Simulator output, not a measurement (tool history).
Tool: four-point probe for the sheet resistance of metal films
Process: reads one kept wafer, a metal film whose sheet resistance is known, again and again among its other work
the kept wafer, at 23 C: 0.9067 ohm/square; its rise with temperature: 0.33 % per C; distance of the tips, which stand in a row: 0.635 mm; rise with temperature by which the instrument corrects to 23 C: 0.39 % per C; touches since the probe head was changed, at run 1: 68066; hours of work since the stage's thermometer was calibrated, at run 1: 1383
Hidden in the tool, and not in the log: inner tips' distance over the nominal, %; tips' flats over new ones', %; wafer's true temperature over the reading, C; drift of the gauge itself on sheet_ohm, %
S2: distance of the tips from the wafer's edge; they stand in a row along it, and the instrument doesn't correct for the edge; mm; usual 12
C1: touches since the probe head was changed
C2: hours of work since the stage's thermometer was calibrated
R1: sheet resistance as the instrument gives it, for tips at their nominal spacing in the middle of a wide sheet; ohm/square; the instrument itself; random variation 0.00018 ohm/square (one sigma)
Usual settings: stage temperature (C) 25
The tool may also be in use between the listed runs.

Run 1, day 0.000: usual settings; C1 68066; C2 1383. Result: R1 0.906770 ohm/square.
Run 2, day 4.417: usual settings but stage temperature (C) 19; C1 70516; C2 1447. Result: R1 0.910007 ohm/square.
Run 3, day 9.425: usual settings but stage temperature (C) 19; C1 73296; C2 1520. Result: R1 0.910301 ohm/square.
Run 4, day 14.808: usual settings but stage temperature (C) 19; C1 76282; C2 1598. Result: R1 0.910103 ohm/square.
Run 5, day 17.967: usual settings; C1 78035; C2 1643. Result: R1 0.906850 ohm/square.
Run 6, day 23.275: usual settings; C1 80980; C2 1720. Result: R1 0.906754 ohm/square.
Run 7, day 28.679: usual settings; C1 83980; C2 1799. Result: R1 0.906969 ohm/square.
Run 8, day 33.212: usual settings but stage temperature (C) 28; C1 86495; C2 1864. Result: R1 0.905176 ohm/square.
Run 9, day 37.050: usual settings; C1 88625; C2 1920. Result: R1 0.906826 ohm/square.
Run 10, day 42.412: usual settings; C1 91600; C2 1998. Result: R1 0.906965 ohm/square.
At day 47.312: stage's thermometer calibrated.
Run 11, day 47.379: usual settings but stage temperature (C) 23; C1 94343; C2 1. Result: R1 0.908191 ohm/square.
Run 12, day 51.588: usual settings but stage temperature (C) 20; C1 96678; C2 62. Result: R1 0.909484 ohm/square.
Run 13, day 54.050: usual settings but stage temperature (C) 20; C1 98046; C2 98. Result: R1 0.909680 ohm/square.
Run 14, day 58.367: usual settings; C1 100440; C2 160. Result: R1 0.906863 ohm/square.
Run 15, day 62.946: usual settings; C1 102981; C2 227. Result: R1 0.907155 ohm/square.
Run 16, day 67.633: usual settings; C1 105583; C2 295. Result: R1 0.906988 ohm/square.
Run 17, day 70.312: usual settings but S2 10 mm; C1 107069; C2 333. Result: R1 0.907201 ohm/square.
Run 18, day 73.183: usual settings but S2 10 mm; C1 108662; C2 375. Result: R1 0.907237 ohm/square.
Run 19, day 76.638: usual settings but S2 40 mm; C1 110578; C2 425. Result: R1 0.905732 ohm/square.
Run 20, day 79.929: usual settings but stage temperature (C) 32, S2 7 mm; C1 112404; C2 473. Result: R1 0.905871 ohm/square.
Run 21, day 82.954: usual settings but stage temperature (C) 24, S2 4 mm; C1 114084; C2 517. Result: R1 0.918112 ohm/square.
Run 22, day 87.854: usual settings but stage temperature (C) 28, S2 33 mm; C1 116802; C2 588. Result: R1 0.904021 ohm/square.
Run 23, day 92.212: usual settings but S2 27 mm; C1 119222; C2 651. Result: R1 0.905782 ohm/square.
Run 24, day 97.292: usual settings but S2 4 mm; C1 122040; C2 724. Result: R1 0.917551 ohm/square.
Run 25, day 101.367: usual settings but stage temperature (C) 33, S2 14 mm; C1 124300; C2 784. Result: R1 0.901910 ohm/square.
Run 26, day 103.646: usual settings but stage temperature (C) 33, S2 14 mm; C1 125566; C2 817. Result: R1 0.902164 ohm/square.
Run 27, day 107.162: usual settings but stage temperature (C) 26, S2 31 mm; C1 127516; C2 868. Result: R1 0.904981 ohm/square.
Run 28, day 109.942: usual settings but stage temperature (C) 32, S2 32 mm; C1 129058; C2 908. Result: R1 0.902082 ohm/square.
Run 29, day 114.392: usual settings but stage temperature (C) 32, S2 32 mm; C1 131527; C2 972. Result: R1 0.902182 ohm/square.
Run 30, day 118.233: usual settings but stage temperature (C) 28, S2 6 mm; C1 133658; C2 1028. Result: R1 0.909450 ohm/square.
Run 31, day 120.679: usual settings but stage temperature (C) 20; C1 135015; C2 1063. Result: R1 0.909277 ohm/square.

Forecast each of these 3 alternatives for the next run:
Run A, day 123.462: usual settings but stage temperature (C) 30; C1 136560; C2 1104. Result: R1 ?.
Run B, day 123.462: usual settings but stage temperature (C) 30, S2 3 mm; C1 136560; C2 1104. Result: R1 ?.
Run C, day 123.462: usual settings but stage temperature (C) 22, S2 7 mm; C1 136560; C2 1104. Result: R1 ?.

run        R1
  A  0.904316
  B  0.924517
  C  0.910733
Without the tool's hidden state the same runs would have given:
run        R1
  A  0.904503
  B  0.924707
  C  0.910920
